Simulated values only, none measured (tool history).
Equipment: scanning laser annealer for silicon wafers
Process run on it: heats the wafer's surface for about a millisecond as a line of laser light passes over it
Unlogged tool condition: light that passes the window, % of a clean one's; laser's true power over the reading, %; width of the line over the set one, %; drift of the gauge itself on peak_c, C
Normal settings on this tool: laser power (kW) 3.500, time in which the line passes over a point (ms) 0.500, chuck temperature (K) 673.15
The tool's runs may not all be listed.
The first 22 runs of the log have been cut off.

run    hour  laser power (kW)  time in which the line passes over a point (ms)  chuck temperature (K)  hours of work since the window was cleaned  hours of work since the power meter was calibrated  hours of work since the optics were aligned  highest temperature of the surface (K)
 23  1110.6             3.800                                            0.414                 663.15                                         228                                                2015                                          850                                 1416.15
     1155.4  -- optics aligned, line set to its width
 24  1167.7             3.500                                            0.371                 634.15                                         254                                                2041                                            6                                 1311.15
 25  1206.3             3.541                                            0.451                 662.15                                         273                                                2059                                           25                                 1413.15
 26  1262.8             3.418                                            0.430                 662.15                                         300                                                2087                                           52                                 1371.15
 27  1323.0             3.240                                            0.500                 671.15                                         330                                                2116                                           82                                 1394.15
 28  1392.7             3.508                                            0.500                 650.15                                         364                                                2150                                          116                                 1427.15
 29  1450.5             3.793                                            0.500                 650.15                                         392                                                2179                                          144                                 1485.15
 30  1485.2             3.793                                            0.500                 650.15                                         409                                                2196                                          161                                 1483.15
 31  1526.9             3.793                                            0.500                 650.15                                         429                                                2216                                          181                                 1480.15
 32  1569.6             3.793                                            0.500                 650.15                                         450                                                2237                                          202                                 1484.15
 33  1637.8             3.793                                            0.500                 650.15                                         483                                                2270                                          236                                 1476.15
 34  1670.5             3.793                                            0.500                 650.15                                         499                                                2286                                          251                                 1481.15
 35  1711.9             3.092                                            0.500                 682.15                                         519                                                2306                                          272                                 1370.15
 36  1783.9             3.500                                            0.555                 660.15                                         555                                                2341                                          307                                 1468.15

The next listed run, before its measurement:
 37  1816.9             3.605                                            0.500                 699.15                                         571                                                2358                                          323                                       ?

{"run 37": {"highest temperature of the surface (K)": 1492.15}}
With no hidden state in the tool, this same run would have given highest temperature of the surface (K) 1505.15.
